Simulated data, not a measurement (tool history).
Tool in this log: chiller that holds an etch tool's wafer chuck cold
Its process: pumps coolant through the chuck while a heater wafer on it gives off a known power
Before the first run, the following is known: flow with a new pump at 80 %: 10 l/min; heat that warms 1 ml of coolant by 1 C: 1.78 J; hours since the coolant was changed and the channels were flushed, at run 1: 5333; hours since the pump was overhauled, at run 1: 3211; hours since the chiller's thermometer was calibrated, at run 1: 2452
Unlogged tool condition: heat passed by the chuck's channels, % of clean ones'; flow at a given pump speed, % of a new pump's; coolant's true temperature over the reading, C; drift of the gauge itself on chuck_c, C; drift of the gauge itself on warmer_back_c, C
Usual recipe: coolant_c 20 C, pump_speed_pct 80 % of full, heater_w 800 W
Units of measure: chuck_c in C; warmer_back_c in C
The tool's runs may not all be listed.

run     day  coolant_c  pump_speed_pct  heater_w  hours since the coolant was changed and the channels were flushed  hours since the pump was overhauled  hours since the chiller's thermometer was calibrated  chuck_c  warmer_back_c
  1       0         20              80       800                                                               5333                                 3211                                                  2452    25.43            2.7
  2   1.925         17              80       800                                                               5380                                 3257                                                  2498    22.45           2.72
  3   5.475         17              80       800                                                               5465                                 3342                                                  2583    22.45           2.72
  4   9.629         17              80       426                                                               5565                                 3442                                                  2683    19.93           1.44
  5   13.15         17              80       426                                                               5649                                 3526                                                  2767    19.96           1.43
     17.588  -- chiller's thermometer calibrated
  6  17.588         17              80       426                                                               5755                                 3632                                                     0    19.91           1.41
  7    19.7         20              75       800                                                               5805                                 3683                                                    51    25.77           2.91
  8  23.104         20              67       800                                                               5887                                 3764                                                   132    26.34           3.27
     25.246  -- coolant changed, channels flushed
  9  27.258         20              67       800                                                                 48                                 3858                                                   226    26.31           3.26
 10  29.571         20              67       800                                                                104                                 3913                                                   282    26.32           3.26
 11  31.425         18              80       800                                                                148                                 3958                                                   326    23.44            2.7
 12  34.288         18              80       800                                                                217                                 4027                                                   395    23.45           2.72
 13  37.638         18              80       800                                                                297                                 4107                                                   475    23.46           2.67
 14  41.292         18              80       788                                                                385                                 4195                                                   563    23.36           2.65
 15  44.817         20              80       839                                                                470                                 4279                                                   647    25.79           2.83
 16  48.096         20              80       839                                                                548                                 4358                                                   726    25.76           2.84
 17  50.029         20              85       425                                                                595                                 4405                                                   773    22.76            1.3
 18  51.854         22              80      1130                                                                639                                 4448                                                   816    29.73           3.81
 19  54.804         27              80       887                                                                709                                 4519                                                   887    33.08           2.99
 20  57.021         27              80       887                                                                763                                 4572                                                   940       33              3
 21  58.971         25              64      1104                                                                809                                 4619                                                   987    34.01           4.77
 22  62.421         14              93      1171                                                                892                                 4702                                                  1070     21.1           3.34
 23  64.904         14              93      1171                                                                952                                 4762                                                  1130    21.03           3.35
 24    68.7         13              72      1001                                                               1043                                 4853                                                  1221    20.46           3.79
 25  72.112         19              97       800                                                               1125                                 4934                                                  1303     23.7           2.19
 26  76.417         20              80       601                                                               1228                                 5038                                                  1406    24.08           2.03
 27  79.262         20              61       788                                                               1296                                 5106                                                  1474    26.76           3.57
 28  83.179         20              76       886                                                               1390                                 5200                                                  1568    26.31           3.17
 29  85.667         20              76       886                                                               1450                                 5260                                                  1628    26.33           3.16
 30  90.017         20              78      1155                                                               1554                                 5364                                                  1732    28.04              4
 31  94.271         19              80       476                                                               1657                                 5466                                                  1834    22.27           1.62

Consider 4 possible next runs. They are alternatives, not a sequence: every one starts from the tool as it was left by run 31. What does each give?
  A  96.212         11              80       800                                                               1703                                 5513                                                  1881        ?              ?
  B  96.212         27              60       638                                                               1703                                 5513                                                  1881        ?              ?
  C  96.212         25              74       510                                                               1703                                 5513                                                  1881        ?              ?
  D  96.212         29              77       623                                                               1703                                 5513                                                  1881        ?              ?

run  chuck_c  warmer_back_c
  A    16.48           2.69
  B    32.54            2.9
  C    28.68           1.86
  D    33.38           2.18
Without the tool's hidden state the same runs would have given:
run  chuck_c  warmer_back_c
  A    16.47           2.69
  B    32.54            2.9
  C    28.68           1.86
  D    33.38           2.18
